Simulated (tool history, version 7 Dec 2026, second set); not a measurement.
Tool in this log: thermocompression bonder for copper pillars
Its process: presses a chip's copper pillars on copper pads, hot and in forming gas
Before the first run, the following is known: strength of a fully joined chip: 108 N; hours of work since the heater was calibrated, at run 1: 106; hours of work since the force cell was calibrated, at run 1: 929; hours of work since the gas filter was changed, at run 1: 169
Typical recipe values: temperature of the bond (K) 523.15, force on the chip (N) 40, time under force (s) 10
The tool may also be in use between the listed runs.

run	hour	temperature of the bond (K)	force on the chip (N)	time under force (s)	hours of work since the heater was calibrated	hours of work since the force cell was calibrated	hours of work since the gas filter was changed	force that shears a chip off (N)
1	0	523.15	40	10	106	929	169	67.1
2	37.1	523.15	40	10	133	955	195	65.9
3	75.3	523.15	53	10	159	982	222	74.3
4	105.5	523.15	53	10	181	1003	243	73.7
# hour 121.6: forming gas filter changed
5	144.4	535.15	40	10	208	1030	16	76.7
6	176.3	523.15	40	10	230	1052	39	68.8
7	223.4	523.15	28	10	263	1086	72	59.7
8	260.8	523.15	40	5	290	1112	98	55.1
9	302.7	523.15	40	5	319	1141	128	55.1
10	336.6	523.15	40	10	343	1165	152	70.2
11	358.1	523.15	40	10	358	1181	167	68.6
12	407.4	523.15	40	10	393	1215	201	68.9
13	444.7	523.15	40	10	419	1241	228	70.2
# hour 481.2: forming gas filter changed
14	484.6	523.15	40	10	447	1269	2	70.9
15	523.2	523.15	40	10	474	1296	30	70.9
16	545.9	523.15	40	10	490	1312	46	70.5
17	596.2	523.15	40	6	526	1348	81	61.1
18	624.5	523.15	40	8	546	1368	101	66.9
19	645.1	523.15	40	8	560	1382	115	66.3
20	675.5	541.15	40	5	582	1404	137	69.2
21	697.2	502.15	28	24	597	1419	152	64.8
22	743.1	502.15	28	7	629	1451	184	42.5
# hour 772.1: force cell calibrated
23	787.4	502.15	28	7	659	11	215	42.9
24	825.9	502.15	28	7	686	38	242	43.8
# hour 844.1: forming gas filter changed
25	853.4	552.15	40	6	706	57	7	81.4
26	881.7	551.15	28	6	725	77	26	71.8
27	914.3	494.15	40	21	748	100	49	67.3
# hour 940.9: heater calibrated with a thermocouple chip
28	949.1	508.15	57	10	6	123	73	66.5
29	983.1	523.15	40	8	30	147	97	63.1
30	1023.2	523.15	40	8	58	175	125	63
31	1065.8	523.15	26	8	88	205	155	52.6
32	1101.5	523.15	26	17	113	230	180	67.2
33	1125.4	523.15	26	17	130	247	197	64.9
34	1148.9	523.15	56	19	147	264	213	87.1
35	1178.3	523.15	56	19	167	284	234	86.8
# hour 1206: forming gas filter changed
36	1214.4	523.15	56	19	192	310	6	89.4
37	1257.6	523.15	36	9	223	340	36	65.7

Some steps in force that shears a chip off (N) between neighbouring runs. How much of each would the tool show without its hidden state too (settings, what came in, random variation), and how much is left for the hidden state, with any gauge scatter that isn't in both results?
Unlogged tool condition in this case: true temperature of the bond over the reading, C; force that reaches the chip, % of what is set; oxide that the forming gas leaves, % of the face; drift of the gauge itself on shear_n, %.
Run 4 -> 5: temperature of the bond (K) 523.15 -> 535.15, force on the chip (N) 53 -> 40, forming gas filter changed. force that shears a chip off (N) +3: hidden state +2.5, all else +0.5.
Run 21 -> 22: time under force (s) 24 -> 7. force that shears a chip off (N) -22.3: hidden state -0.3, all else -22.
Run 24 -> 25: temperature of the bond (K) 502.15 -> 552.15, force on the chip (N) 28 -> 40, time under force (s) 7 -> 6, forming gas filter changed. force that shears a chip off (N) +37.6: hidden state +1.3, all else +36.3.
Run 27 -> 28: temperature of the bond (K) 494.15 -> 508.15, force on the chip (N) 40 -> 57, time under force (s) 21 -> 10, heater calibrated with a thermocouple chip. force that shears a chip off (N) -0.8: hidden state -7.4, all else +6.6.
Run 35 -> 36: forming gas filter changed. force that shears a chip off (N) +2.6: hidden state +2.8, all else -0.2.
Run 36 -> 37: force on the chip (N) 56 -> 36, time under force (s) 19 -> 9. force that shears a chip off (N) -23.7: hidden state +0.2, all else -23.9.

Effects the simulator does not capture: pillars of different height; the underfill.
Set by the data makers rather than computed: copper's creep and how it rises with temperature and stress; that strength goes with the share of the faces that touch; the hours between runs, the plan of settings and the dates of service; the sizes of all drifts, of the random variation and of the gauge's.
